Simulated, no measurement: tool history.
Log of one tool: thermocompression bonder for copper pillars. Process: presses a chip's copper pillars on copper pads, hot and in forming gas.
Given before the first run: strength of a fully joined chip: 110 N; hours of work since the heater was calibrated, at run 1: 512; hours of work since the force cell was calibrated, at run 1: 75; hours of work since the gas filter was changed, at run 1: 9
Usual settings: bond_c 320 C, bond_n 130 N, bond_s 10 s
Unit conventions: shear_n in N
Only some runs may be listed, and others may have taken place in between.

| run | hour | bond_c | bond_n | bond_s | hours of work since the heater was calibrated | hours of work since the force cell was calibrated | hours of work since the gas filter was changed | shear_n |
|---|---|---|---|---|---|---|---|---|
| 1 | 0.0 | 320 | 130 | 10 | 512 | 75 | 9 | 47.2 |
| 2 | 18.1 | 320 | 130 | 10 | 523 | 86 | 20 | 45.8 |
| 3 | 41.0 | 320 | 130 | 10 | 537 | 99 | 34 | 46.4 |
| 4 | 63.5 | 320 | 119 | 10 | 550 | 113 | 47 | 44.1 |
| 5 | 87.9 | 320 | 119 | 22 | 565 | 127 | 62 | 59.1 |
| 6 | 110.8 | 320 | 119 | 22 | 579 | 141 | 76 | 58.8 |
| 7 | 139.1 | 320 | 119 | 22 | 595 | 158 | 93 | 58.6 |
| 8 | 151.8 | 320 | 119 | 22 | 603 | 166 | 100 | 58.2 |
| 9 | 174.7 | 320 | 130 | 10 | 617 | 179 | 114 | 44.6 |
| 10 | 194.0 | 320 | 94 | 10 | 628 | 191 | 125 | 37.8 |
| 11 | 220.0 | 320 | 94 | 10 | 644 | 206 | 141 | 39.0 |
| 12 | 232.4 | 320 | 92 | 10 | 651 | 214 | 148 | 37.4 |
| 13 | 248.3 | 320 | 92 | 10 | 661 | 223 | 158 | 37.4 |
| 14 | 274.2 | 320 | 92 | 10 | 676 | 239 | 173 | 38.7 |
| 15 | 301.6 | 307 | 130 | 10 | 693 | 255 | 190 | 38.5 |
| 16 | 330.1 | 307 | 130 | 10 | 710 | 272 | 207 | 39.2 |
| 17 | 349.4 | 307 | 130 | 10 | 721 | 284 | 218 | 38.6 |

What will run 18 give?
| 18 | 366.8 | 307 | 130 | 10 | 732 | 294 | 229 | ? |

Run 18 came out at shear_n 37.6 N.
Without the tool's hidden state the same run would have given shear_n 37.1 N.

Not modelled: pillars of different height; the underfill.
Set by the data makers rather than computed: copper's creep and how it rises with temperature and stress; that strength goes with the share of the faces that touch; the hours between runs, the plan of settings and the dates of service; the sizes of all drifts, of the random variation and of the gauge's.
